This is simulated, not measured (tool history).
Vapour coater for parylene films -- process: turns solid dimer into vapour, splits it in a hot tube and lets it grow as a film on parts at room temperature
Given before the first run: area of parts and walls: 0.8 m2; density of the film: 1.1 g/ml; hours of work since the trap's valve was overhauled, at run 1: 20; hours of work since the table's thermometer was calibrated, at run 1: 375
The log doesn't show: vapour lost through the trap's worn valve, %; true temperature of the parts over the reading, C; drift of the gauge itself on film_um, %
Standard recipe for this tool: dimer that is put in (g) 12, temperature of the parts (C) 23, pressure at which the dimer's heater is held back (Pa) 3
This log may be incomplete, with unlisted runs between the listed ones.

run,hour,dimer that is put in (g),temperature of the parts (C),pressure at which the dimer's heater is held back (Pa),hours of work since the trap's valve was overhauled,hours of work since the table's thermometer was calibrated,thickness of the film (nm)
1,0,12,23,3,20,375,11030
2,36.3,12,23,3,38,393,10890
3,76.2,12,23,3,58,413,10980
4,138,12,23,3,89,444,10730
5,186.5,12,23,3,113,468,10830
6,255.2,12,23,3,148,503,10730
7,324.5,12,19,3,182,537,12870
8,389.2,12,19,3,215,570,13060
9,467.7,12,19,3,254,609,12840
10,509.1,10,20,4.96,275,630,8920
11,544.9,10,20,4.82,293,648,9020
12,596.5,21,23,3.34,319,674,18030
13,674.6,15,30,3.32,358,713,9340

Predict the results of run 14:
14,719.1,15,30,3.32,380,735,?

thickness of the film (nm): 9330
With no hidden state in the tool, this same run would have given thickness of the film (nm) 9950.

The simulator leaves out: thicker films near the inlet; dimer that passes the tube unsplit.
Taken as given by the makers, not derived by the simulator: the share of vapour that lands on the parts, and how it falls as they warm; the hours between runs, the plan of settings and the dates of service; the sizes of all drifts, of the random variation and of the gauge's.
